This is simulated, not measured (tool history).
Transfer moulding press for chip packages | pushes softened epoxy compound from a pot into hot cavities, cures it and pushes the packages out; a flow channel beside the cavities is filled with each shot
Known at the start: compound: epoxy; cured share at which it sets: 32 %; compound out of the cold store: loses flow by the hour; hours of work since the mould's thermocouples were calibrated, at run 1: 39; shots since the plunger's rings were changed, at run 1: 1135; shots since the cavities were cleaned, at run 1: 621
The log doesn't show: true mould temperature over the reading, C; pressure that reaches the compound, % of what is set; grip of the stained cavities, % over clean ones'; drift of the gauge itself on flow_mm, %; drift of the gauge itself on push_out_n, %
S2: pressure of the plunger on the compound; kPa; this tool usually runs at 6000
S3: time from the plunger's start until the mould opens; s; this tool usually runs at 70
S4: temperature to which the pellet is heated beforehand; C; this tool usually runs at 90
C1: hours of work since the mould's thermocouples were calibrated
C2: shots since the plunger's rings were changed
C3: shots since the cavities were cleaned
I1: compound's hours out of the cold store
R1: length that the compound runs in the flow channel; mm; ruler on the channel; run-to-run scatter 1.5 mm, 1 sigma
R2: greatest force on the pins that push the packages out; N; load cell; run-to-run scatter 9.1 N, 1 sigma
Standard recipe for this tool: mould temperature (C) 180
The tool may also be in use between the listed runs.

run 1 hour=0 | mould_temperature_(C)=180 S2=6000 S3=70 S4=90 | C1=39 C2=1135 C3=621 | I1=41.7 | R1=484 R2=684
-- hour=33.7 cavities cleaned with cleaning compound and waxed
run 2 hour=50.7 | mould_temperature_(C)=180 S2=6000 S3=70 S4=90 | C1=71 C2=1858 C3=250 | I1=40 | R1=483 R2=539
-- hour=106 cavities cleaned with cleaning compound and waxed
run 3 hour=110.3 | mould_temperature_(C)=180 S2=6000 S3=70 S4=90 | C1=109 C2=2711 C3=63 | I1=28.8 | R1=491 R2=465
run 4 hour=154.5 | mould_temperature_(C)=180 S2=6000 S3=70 S4=90 | C1=138 C2=3361 C3=713 | I1=22 | R1=497 R2=769
-- hour=180.9 cavities cleaned with cleaning compound and waxed
run 5 hour=214.3 | mould_temperature_(C)=187 S2=6000 S3=70 S4=90 | C1=176 C2=4217 C3=490 | I1=36 | R1=462 R2=551
-- hour=256.8 cavities cleaned with cleaning compound and waxed
run 6 hour=266.7 | mould_temperature_(C)=187 S2=6000 S3=70 S4=90 | C1=209 C2=4965 C3=146 | I1=27 | R1=468 R2=433
-- hour=329.9 cavities cleaned with cleaning compound and waxed
run 7 hour=329.9 | mould_temperature_(C)=187 S2=6000 S3=70 S4=90 | C1=249 C2=5871 C3=0 | I1=30.2 | R1=458 R2=326
run 8 hour=374.2 | mould_temperature_(C)=187 S2=6000 S3=97 S4=90 | C1=278 C2=6522 C3=651 | I1=27.8 | R1=458 R2=579
-- hour=391.7 plunger's sealing rings changed
-- hour=405.3 cavities cleaned with cleaning compound and waxed
-- hour=432.7 mould's thermocouples calibrated
run 9 hour=439.1 | mould_temperature_(C)=180 S2=6210 S3=70 S4=90 | C1=4 C2=644 C3=466 | I1=20.4 | R1=523 R2=688
-- hour=479.2 cavities cleaned with cleaning compound and waxed
run 10 hour=483.6 | mould_temperature_(C)=180 S2=6000 S3=70 S4=90 | C1=32 C2=1277 C3=65 | I1=23.9 | R1=505 R2=447
run 11 hour=521.3 | mould_temperature_(C)=180 S2=6000 S3=70 S4=90 | C1=57 C2=1830 C3=618 | I1=28.2 | R1=498 R2=709
-- hour=554.3 cavities cleaned with cleaning compound and waxed
run 12 hour=574.6 | mould_temperature_(C)=180 S2=6000 S3=70 S4=90 | C1=91 C2=2591 C3=298 | I1=44.5 | R1=471 R2=597
-- hour=629.8 cavities cleaned with cleaning compound and waxed
run 13 hour=636.8 | mould_temperature_(C)=180 S2=6000 S3=70 S4=90 | C1=130 C2=3483 C3=104 | I1=18.1 | R1=502 R2=493
run 14 hour=682.9 | mould_temperature_(C)=180 S2=6000 S3=73 S4=90 | C1=160 C2=4161 C3=782 | I1=21.1 | R1=491 R2=724
-- hour=703.5 cavities cleaned with cleaning compound and waxed
run 15 hour=742.9 | mould_temperature_(C)=180 S2=6000 S3=73 S4=90 | C1=199 C2=5019 C3=579 | I1=20.1 | R1=489 R2=668
-- hour=775.9 cavities cleaned with cleaning compound and waxed
run 16 hour=798.8 | mould_temperature_(C)=180 S2=6000 S3=73 S4=90 | C1=234 C2=5819 C3=337 | I1=18.9 | R1=485 R2=585
run 17 hour=844.8 | mould_temperature_(C)=180 S2=6000 S3=70 S4=89 | C1=264 C2=6495 C3=1013 | I1=45.3 | R1=452 R2=806

Predict the results of run 18:
-- hour=850.4 cavities cleaned with cleaning compound and waxed
-- hour=866.2 plunger's sealing rings changed
run 18 hour=877.7 | mould_temperature_(C)=186 S2=4860 S3=90 S4=90 | C1=283 C2=168 C3=365 | I1=18.5 | R1=? R2=?

For run 18 the tool returned R1 451 mm, R2 490 N.
Minus the tool's unlogged condition, the same run would have read R1 454 mm, R2 314 N.
